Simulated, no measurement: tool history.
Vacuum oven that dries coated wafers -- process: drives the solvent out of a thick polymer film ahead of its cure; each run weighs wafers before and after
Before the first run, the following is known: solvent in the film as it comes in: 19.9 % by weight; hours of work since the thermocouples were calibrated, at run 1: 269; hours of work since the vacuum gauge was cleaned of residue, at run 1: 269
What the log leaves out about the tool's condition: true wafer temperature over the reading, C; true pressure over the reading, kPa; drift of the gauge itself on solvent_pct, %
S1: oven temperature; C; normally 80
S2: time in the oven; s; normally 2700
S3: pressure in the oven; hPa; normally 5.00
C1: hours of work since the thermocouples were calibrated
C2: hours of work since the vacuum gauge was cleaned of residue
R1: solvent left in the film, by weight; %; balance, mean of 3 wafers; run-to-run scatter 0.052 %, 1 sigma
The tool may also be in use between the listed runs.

run,hour,S1,S2,S3,C1,C2,R1
1,0.0,80,2700,5.00,269,269,1.37
2,39.6,80,2700,5.00,296,296,1.42
3,84.5,80,2700,5.00,326,326,1.48
4,130.1,80,2700,10.17,357,357,1.80
5,171.2,80,2700,10.17,385,385,1.76
# hour 178.0: oven's thermocouples calibrated
6,200.5,80,2700,10.17,15,404,1.78
7,257.4,80,2700,10.17,54,443,1.83
8,315.1,80,2700,10.17,93,482,1.87
9,343.3,80,2700,10.17,113,501,1.84
10,390.1,80,2700,10.17,144,533,1.90
11,443.7,80,2700,10.17,181,569,1.91
# hour 471.4: oven's thermocouples calibrated, once more
12,491.6,80,4500,5.00,14,601,0.54
13,535.7,86,2640,2.57,44,631,0.41
14,583.0,86,2640,2.57,76,663,0.46
15,639.6,86,2640,2.57,114,701,0.57
16,679.0,74,2700,2.55,141,728,2.92
17,706.7,77,2700,3.38,160,747,1.97
18,747.5,87,2880,5.00,188,775,0.53

Alternative continuations, all from the tool just after run 18; predict every row:
A,793.5,80,2700,3.13,219,806,?
B,793.5,87,3600,6.39,219,806,?
C,793.5,80,4740,5.00,219,806,?

run,R1
A,1.29
B,0.36
C,0.52
What these runs would have given with no unlogged condition in the tool:
run,R1
A,1.15
B,0.22
C,0.33
